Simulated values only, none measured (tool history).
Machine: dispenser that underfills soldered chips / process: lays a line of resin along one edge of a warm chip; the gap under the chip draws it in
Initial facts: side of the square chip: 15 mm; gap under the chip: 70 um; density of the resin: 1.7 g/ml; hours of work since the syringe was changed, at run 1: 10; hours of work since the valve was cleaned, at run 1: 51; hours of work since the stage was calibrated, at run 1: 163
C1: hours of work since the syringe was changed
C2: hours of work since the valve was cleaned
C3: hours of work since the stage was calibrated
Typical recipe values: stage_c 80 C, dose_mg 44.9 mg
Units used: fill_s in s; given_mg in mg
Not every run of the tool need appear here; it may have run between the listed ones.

{"run": 1, "day": 0.0, "stage_c": 80, "dose_mg": 44.9, "C1": 10, "C2": 51, "C3": 163, "fill_s": 488.0, "given_mg": 44.0}
{"day": 0.096, "done": "new syringe of resin"}
{"run": 2, "day": 0.2, "stage_c": 94, "dose_mg": 44.9, "C1": 2, "C2": 55, "C3": 166, "fill_s": 147.5, "given_mg": 44.14}
{"run": 3, "day": 0.475, "stage_c": 80, "dose_mg": 44.9, "C1": 7, "C2": 60, "C3": 171, "fill_s": 400.3, "given_mg": 43.89}
{"run": 4, "day": 0.604, "stage_c": 80, "dose_mg": 44.9, "C1": 9, "C2": 62, "C3": 173, "fill_s": 458.8, "given_mg": 43.77}
{"day": 0.729, "done": "new syringe of resin"}
{"run": 5, "day": 0.783, "stage_c": 80, "dose_mg": 44.9, "C1": 1, "C2": 65, "C3": 176, "fill_s": 281.8, "given_mg": 43.98}
{"run": 6, "day": 0.988, "stage_c": 80, "dose_mg": 44.9, "C1": 5, "C2": 69, "C3": 180, "fill_s": 359.0, "given_mg": 43.61}
{"run": 7, "day": 1.142, "stage_c": 80, "dose_mg": 44.9, "C1": 7, "C2": 72, "C3": 183, "fill_s": 422.3, "given_mg": 43.79}
{"run": 8, "day": 1.283, "stage_c": 80, "dose_mg": 44.9, "C1": 10, "C2": 74, "C3": 185, "fill_s": 487.1, "given_mg": 43.45}
{"day": 1.383, "done": "new syringe of resin"}
{"run": 9, "day": 1.554, "stage_c": 80, "dose_mg": 44.9, "C1": 3, "C2": 79, "C3": 190, "fill_s": 326.5, "given_mg": 43.38}
{"run": 10, "day": 1.742, "stage_c": 80, "dose_mg": 44.9, "C1": 6, "C2": 82, "C3": 193, "fill_s": 406.8, "given_mg": 43.72}
{"run": 11, "day": 1.9, "stage_c": 80, "dose_mg": 44.0, "C1": 9, "C2": 85, "C3": 196, "fill_s": 476.7, "given_mg": 43.01}
{"day": 2.012, "done": "new syringe of resin"}
{"run": 12, "day": 2.067, "stage_c": 80, "dose_mg": 44.0, "C1": 1, "C2": 88, "C3": 199, "fill_s": 294.3, "given_mg": 42.67}
{"run": 13, "day": 2.246, "stage_c": 80, "dose_mg": 56.1, "C1": 4, "C2": 91, "C3": 202, "fill_s": 357.0, "given_mg": 54.19}
{"run": 14, "day": 2.533, "stage_c": 80, "dose_mg": 56.1, "C1": 9, "C2": 96, "C3": 207, "fill_s": 482.4, "given_mg": 54.22}
{"day": 2.654, "done": "new syringe of resin"}
{"run": 15, "day": 2.754, "stage_c": 80, "dose_mg": 44.9, "C1": 2, "C2": 100, "C3": 211, "fill_s": 311.9, "given_mg": 43.46}
{"run": 16, "day": 2.896, "stage_c": 80, "dose_mg": 44.9, "C1": 4, "C2": 103, "C3": 214, "fill_s": 358.5, "given_mg": 43.11}
{"run": 17, "day": 3.167, "stage_c": 80, "dose_mg": 44.9, "C1": 9, "C2": 107, "C3": 218, "fill_s": 482.2, "given_mg": 43.44}
{"day": 3.292, "done": "new syringe of resin"}
{"run": 18, "day": 3.433, "stage_c": 80, "dose_mg": 44.9, "C1": 3, "C2": 112, "C3": 223, "fill_s": 325.8, "given_mg": 42.79}
{"day": 3.675, "done": "dispensing valve cleaned and set on the balance"}
{"run": 19, "day": 3.704, "stage_c": 83, "dose_mg": 39.8, "C1": 7, "C2": 1, "C3": 227, "fill_s": 348.9, "given_mg": 39.78}
{"run": 20, "day": 3.946, "stage_c": 79, "dose_mg": 53.8, "C1": 11, "C2": 5, "C3": 232, "fill_s": 551.8, "given_mg": 53.3}
{"day": 3.979, "done": "new syringe of resin"}
{"run": 21, "day": 4.246, "stage_c": 67, "dose_mg": 39.4, "C1": 5, "C2": 10, "C3": 237, "fill_s": 749.4, "given_mg": 39.47}
{"run": 22, "day": 4.412, "stage_c": 67, "dose_mg": 39.4, "C1": 8, "C2": 13, "C3": 240, "fill_s": 883.5, "given_mg": 39.12}
{"run": 23, "day": 4.542, "stage_c": 73, "dose_mg": 49.3, "C1": 10, "C2": 15, "C3": 242, "fill_s": 718.2, "given_mg": 49.12}
{"day": 4.608, "done": "new syringe of resin"}
{"run": 24, "day": 4.808, "stage_c": 79, "dose_mg": 49.3, "C1": 4, "C2": 20, "C3": 247, "fill_s": 351.6, "given_mg": 49.05}
{"run": 25, "day": 5.067, "stage_c": 71, "dose_mg": 50.3, "C1": 8, "C2": 25, "C3": 251, "fill_s": 734.1, "given_mg": 49.96}
{"day": 5.254, "done": "new syringe of resin"}
{"run": 26, "day": 5.308, "stage_c": 85, "dose_mg": 39.2, "C1": 1, "C2": 29, "C3": 255, "fill_s": 233.6, "given_mg": 38.66}
{"run": 27, "day": 5.542, "stage_c": 85, "dose_mg": 40.6, "C1": 5, "C2": 33, "C3": 260, "fill_s": 305.7, "given_mg": 39.97}
{"run": 28, "day": 5.788, "stage_c": 84, "dose_mg": 48.5, "C1": 10, "C2": 37, "C3": 264, "fill_s": 398.1, "given_mg": 48.0}
{"day": 5.892, "done": "new syringe of resin"}
{"run": 29, "day": 6.104, "stage_c": 86, "dose_mg": 53.4, "C1": 4, "C2": 43, "C3": 270, "fill_s": 256.7, "given_mg": 52.38}
{"run": 30, "day": 6.375, "stage_c": 78, "dose_mg": 51.7, "C1": 9, "C2": 48, "C3": 274, "fill_s": 526.5, "given_mg": 51.33}

Run 31 comes next. What will it give?
{"day": 6.546, "done": "new syringe of resin"}
{"run": 31, "day": 6.546, "stage_c": 70, "dose_mg": 57.8, "C1": 0, "C2": 51, "C3": 277, "fill_s": "?", "given_mg": "?"}

{"run 31": {"fill_s": 484.5, "given_mg": 57.21}}
Without the tool's hidden state the same run would have given fill_s 436.1 s, given_mg 58.21 mg.
